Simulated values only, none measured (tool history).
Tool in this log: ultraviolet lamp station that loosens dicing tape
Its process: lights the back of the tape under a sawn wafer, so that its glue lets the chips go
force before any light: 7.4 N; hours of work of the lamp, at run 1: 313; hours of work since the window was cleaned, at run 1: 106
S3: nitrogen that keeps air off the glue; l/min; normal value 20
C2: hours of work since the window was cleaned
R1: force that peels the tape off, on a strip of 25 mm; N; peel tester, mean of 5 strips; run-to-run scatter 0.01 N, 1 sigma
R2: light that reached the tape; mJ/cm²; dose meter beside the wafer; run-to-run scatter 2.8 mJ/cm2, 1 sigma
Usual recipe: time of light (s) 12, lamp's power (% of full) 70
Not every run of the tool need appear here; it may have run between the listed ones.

{"run": 1, "hour": 0.0, "time of light (s)": 12, "lamp's power (% of full)": 70, "S3": 20, "hours of work of the lamp": 313, "C2": 106, "R1": 0.551, "R2": 360}
{"run": 2, "hour": 8.6, "time of light (s)": 12, "lamp's power (% of full)": 70, "S3": 20, "hours of work of the lamp": 320, "C2": 112, "R1": 0.562, "R2": 354}
{"run": 3, "hour": 15.5, "time of light (s)": 12, "lamp's power (% of full)": 70, "S3": 20, "hours of work of the lamp": 325, "C2": 117, "R1": 0.558, "R2": 361}
{"run": 4, "hour": 25.5, "time of light (s)": 12, "lamp's power (% of full)": 70, "S3": 20, "hours of work of the lamp": 333, "C2": 125, "R1": 0.539, "R2": 354}
{"run": 5, "hour": 36.6, "time of light (s)": 12, "lamp's power (% of full)": 70, "S3": 20, "hours of work of the lamp": 341, "C2": 133, "R1": 0.577, "R2": 353}
{"run": 6, "hour": 42.4, "time of light (s)": 12, "lamp's power (% of full)": 70, "S3": 20, "hours of work of the lamp": 346, "C2": 138, "R1": 0.584, "R2": 353}
{"run": 7, "hour": 50.1, "time of light (s)": 12, "lamp's power (% of full)": 70, "S3": 20, "hours of work of the lamp": 352, "C2": 144, "R1": 0.577, "R2": 349}
{"run": 8, "hour": 62.3, "time of light (s)": 12, "lamp's power (% of full)": 70, "S3": 20, "hours of work of the lamp": 361, "C2": 153, "R1": 0.604, "R2": 357}
{"run": 9, "hour": 73.3, "time of light (s)": 12, "lamp's power (% of full)": 70, "S3": 20, "hours of work of the lamp": 369, "C2": 161, "R1": 0.575, "R2": 350}
{"run": 10, "hour": 81.4, "time of light (s)": 12, "lamp's power (% of full)": 70, "S3": 20, "hours of work of the lamp": 375, "C2": 167, "R1": 0.595, "R2": 348}
{"run": 11, "hour": 93.5, "time of light (s)": 12, "lamp's power (% of full)": 70, "S3": 20, "hours of work of the lamp": 385, "C2": 177, "R1": 0.613, "R2": 348}
{"run": 12, "hour": 103.9, "time of light (s)": 12, "lamp's power (% of full)": 70, "S3": 11, "hours of work of the lamp": 392, "C2": 185, "R1": 0.93, "R2": 349}
{"run": 13, "hour": 114.3, "time of light (s)": 12, "lamp's power (% of full)": 70, "S3": 11, "hours of work of the lamp": 400, "C2": 192, "R1": 0.907, "R2": 343}
{"run": 14, "hour": 122.3, "time of light (s)": 12, "lamp's power (% of full)": 73, "S3": 20, "hours of work of the lamp": 406, "C2": 199, "R1": 0.556, "R2": 356}
{"run": 15, "hour": 130.4, "time of light (s)": 12, "lamp's power (% of full)": 73, "S3": 20, "hours of work of the lamp": 413, "C2": 205, "R1": 0.567, "R2": 357}
{"run": 16, "hour": 137.7, "time of light (s)": 12, "lamp's power (% of full)": 73, "S3": 20, "hours of work of the lamp": 418, "C2": 210, "R1": 0.585, "R2": 362}
{"hour": 150.6, "done": "window cleaned of glue's vapour"}
{"run": 17, "hour": 151.0, "time of light (s)": 12, "lamp's power (% of full)": 73, "S3": 20, "hours of work of the lamp": 428, "C2": 0, "R1": 0.493, "R2": 383}
{"run": 18, "hour": 156.6, "time of light (s)": 12, "lamp's power (% of full)": 73, "S3": 20, "hours of work of the lamp": 432, "C2": 5, "R1": 0.504, "R2": 372}
{"run": 19, "hour": 167.3, "time of light (s)": 12, "lamp's power (% of full)": 73, "S3": 20, "hours of work of the lamp": 440, "C2": 13, "R1": 0.505, "R2": 375}
{"run": 20, "hour": 179.0, "time of light (s)": 22, "lamp's power (% of full)": 83, "S3": 16, "hours of work of the lamp": 449, "C2": 22, "R1": 0.152, "R2": 782}
{"run": 21, "hour": 187.3, "time of light (s)": 7, "lamp's power (% of full)": 64, "S3": 32, "hours of work of the lamp": 455, "C2": 28, "R1": 1.419, "R2": 188}
{"run": 22, "hour": 199.0, "time of light (s)": 17, "lamp's power (% of full)": 82, "S3": 18, "hours of work of the lamp": 464, "C2": 37, "R1": 0.223, "R2": 587}
{"run": 23, "hour": 204.4, "time of light (s)": 11, "lamp's power (% of full)": 65, "S3": 24, "hours of work of the lamp": 469, "C2": 41, "R1": 0.722, "R2": 297}
{"run": 24, "hour": 211.6, "time of light (s)": 11, "lamp's power (% of full)": 65, "S3": 24, "hours of work of the lamp": 474, "C2": 46, "R1": 0.705, "R2": 303}
{"run": 25, "hour": 217.8, "time of light (s)": 11, "lamp's power (% of full)": 90, "S3": 12, "hours of work of the lamp": 479, "C2": 51, "R1": 0.609, "R2": 420}
{"run": 26, "hour": 228.5, "time of light (s)": 11, "lamp's power (% of full)": 80, "S3": 31, "hours of work of the lamp": 487, "C2": 59, "R1": 0.385, "R2": 371}
{"run": 27, "hour": 236.5, "time of light (s)": 11, "lamp's power (% of full)": 80, "S3": 31, "hours of work of the lamp": 493, "C2": 65, "R1": 0.404, "R2": 365}
{"run": 28, "hour": 245.9, "time of light (s)": 18, "lamp's power (% of full)": 81, "S3": 9, "hours of work of the lamp": 500, "C2": 72, "R1": 0.315, "R2": 608}
{"run": 29, "hour": 252.1, "time of light (s)": 18, "lamp's power (% of full)": 81, "S3": 9, "hours of work of the lamp": 505, "C2": 77, "R1": 0.341, "R2": 607}
{"run": 30, "hour": 260.0, "time of light (s)": 6, "lamp's power (% of full)": 93, "S3": 9, "hours of work of the lamp": 511, "C2": 83, "R1": 1.937, "R2": 235}
{"run": 31, "hour": 266.1, "time of light (s)": 19, "lamp's power (% of full)": 70, "S3": 20, "hours of work of the lamp": 515, "C2": 88, "R1": 0.229, "R2": 553}
{"run": 32, "hour": 273.0, "time of light (s)": 19, "lamp's power (% of full)": 70, "S3": 20, "hours of work of the lamp": 521, "C2": 93, "R1": 0.233, "R2": 547}

Selected run-to-run steps in R1, each split into two signed amounts: the part the tool would show with no hidden state at all (from settings, incoming material and random variation), and the remainder, which goes to the hidden state together with any gauge scatter not common to the measured and the hidden-state-free results:
Hidden state present: lamp's light, % of a new lamp's; light that the window lets through, % of a clean one's; drift of the gauge itself on peel_n, %; drift of the gauge itself on dose_mj_cm2, %.
Run 20 -> 21: time of light (s) 22 -> 7, lamp's power (% of full) 83 -> 64, S3 16 -> 32. R1 +1.267 N: hidden state +0.197, all else +1.070.
Run 29 -> 30: time of light (s) 18 -> 6, lamp's power (% of full) 81 -> 93. R1 +1.596 N: hidden state +0.221, all else +1.375.
Run 30 -> 31: time of light (s) 6 -> 19, lamp's power (% of full) 93 -> 70, S3 9 -> 20. R1 -1.708 N: hidden state -0.254, all else -1.454.
